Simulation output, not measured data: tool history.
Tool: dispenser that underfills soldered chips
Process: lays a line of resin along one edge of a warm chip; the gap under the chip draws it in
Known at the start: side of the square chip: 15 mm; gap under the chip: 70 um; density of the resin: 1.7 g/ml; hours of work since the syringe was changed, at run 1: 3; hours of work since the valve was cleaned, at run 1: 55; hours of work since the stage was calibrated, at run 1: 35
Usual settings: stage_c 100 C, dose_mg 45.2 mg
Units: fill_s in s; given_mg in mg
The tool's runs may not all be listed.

| run | hour | stage_c | dose_mg | hours of work since the syringe was changed | hours of work since the valve was cleaned | hours of work since the stage was calibrated | fill_s | given_mg |
|---|---|---|---|---|---|---|---|---|
| 1 | 0 | 100 | 45.2 | 3 | 55 | 35 | 147.3 | 43.84 |
|  | 3.9 | new syringe of resin |
| 2 | 5 | 100 | 45.2 | 1 | 59 | 39 | 123.1 | 43.58 |
| 3 | 9.3 | 100 | 46.5 | 4 | 62 | 42 | 156.2 | 44.72 |
|  | 11.8 | new syringe of resin |
| 4 | 14.1 | 100 | 45.2 | 2 | 65 | 45 | 132.8 | 43.44 |
|  | 19.6 | new syringe of resin |
| 5 | 19.6 | 100 | 41.4 | 0 | 68 | 49 | 120.5 | 39.74 |
| 6 | 23.2 | 100 | 43.1 | 3 | 71 | 51 | 142.5 | 41.1 |
|  | 27.7 | new syringe of resin |
| 7 | 28.8 | 100 | 43.1 | 1 | 75 | 55 | 123.5 | 41.32 |
| 8 | 32 | 100 | 43.1 | 3 | 77 | 57 | 151.6 | 41.02 |
| 9 | 34.9 | 100 | 43.1 | 5 | 79 | 59 | 178 | 41.12 |
|  | 35.6 | new syringe of resin |
| 10 | 39.5 | 100 | 43.1 | 3 | 82 | 62 | 150.3 | 41.12 |
|  | 43.6 | new syringe of resin |
| 11 | 44.1 | 100 | 43.1 | 0 | 85 | 65 | 118.5 | 41.02 |
| 12 | 46.9 | 100 | 43.1 | 2 | 87 | 67 | 141.2 | 40.8 |
|  | 51.3 | new syringe of resin |
| 13 | 51.7 | 85 | 43.1 | 0 | 90 | 71 | 214.3 | 41.04 |
|  | 54 | dispensing valve cleaned and set on the balance |
| 14 | 56.8 | 92 | 48.7 | 3 | 2 | 74 | 200.9 | 48.56 |
|  | 59.9 | new syringe of resin |
| 15 | 62 | 92 | 48.7 | 1 | 6 | 77 | 175.6 | 48.17 |
| 16 | 67.2 | 92 | 48.7 | 5 | 9 | 81 | 234.4 | 47.98 |
|  | 68 | new syringe of resin |
| 17 | 70.5 | 92 | 49.1 | 2 | 11 | 83 | 178.3 | 48.61 |
| 18 | 73.4 | 92 | 49.8 | 4 | 13 | 85 | 212.3 | 48.99 |
|  | 76 | new syringe of resin |
| 19 | 76.9 | 91 | 47.1 | 1 | 16 | 87 | 166.5 | 46.38 |
| 20 | 80.6 | 91 | 47.1 | 3 | 18 | 90 | 210.3 | 46.07 |
|  | 83.8 | new syringe of resin |
| 21 | 83.8 | 86 | 48.1 | 0 | 20 | 92 | 193 | 47.04 |
| 22 | 89 | 86 | 48.1 | 4 | 24 | 96 | 264 | 46.92 |
|  | 91.6 | new syringe of resin |
| 23 | 94.7 | 109 | 49.7 | 2 | 28 | 99 | 100.1 | 48.48 |
|  | 99.6 | new syringe of resin |
| 24 | 100 | 100 | 53.3 | 0 | 31 | 103 | 116.9 | 51.9 |
| 25 | 103.5 | 94 | 41.3 | 3 | 34 | 105 | 180.8 | 40.16 |

Some steps in fill_s between neighbouring runs. How much of each would the tool show without its hidden state too (settings, what came in, random variation), and how much is left for the hidden state, with any gauge scatter that isn't in both results?
The hidden state here: resin's viscosity, % of fresh resin's; dose that the valve gives, % of what is set; true chip temperature over the reading, C; drift of the gauge itself on fill_s, %; drift of the gauge itself on given_mg, %.
Run 12 -> 13: stage_c 100 -> 85, new syringe of resin. fill_s +73.1 s: hidden state -20.9, all else +94.
Run 15 -> 16: no setting changed, nothing entered. fill_s +58.8 s: hidden state +61.5, all else -2.7.
Run 21 -> 22: no setting changed, nothing entered. fill_s +71 s: hidden state +69.8, all else +1.2.
Run 22 -> 23: stage_c 86 -> 109, dose_mg 48.1 -> 49.7, new syringe of resin. fill_s -163.9 s: hidden state -48, all else -115.9.
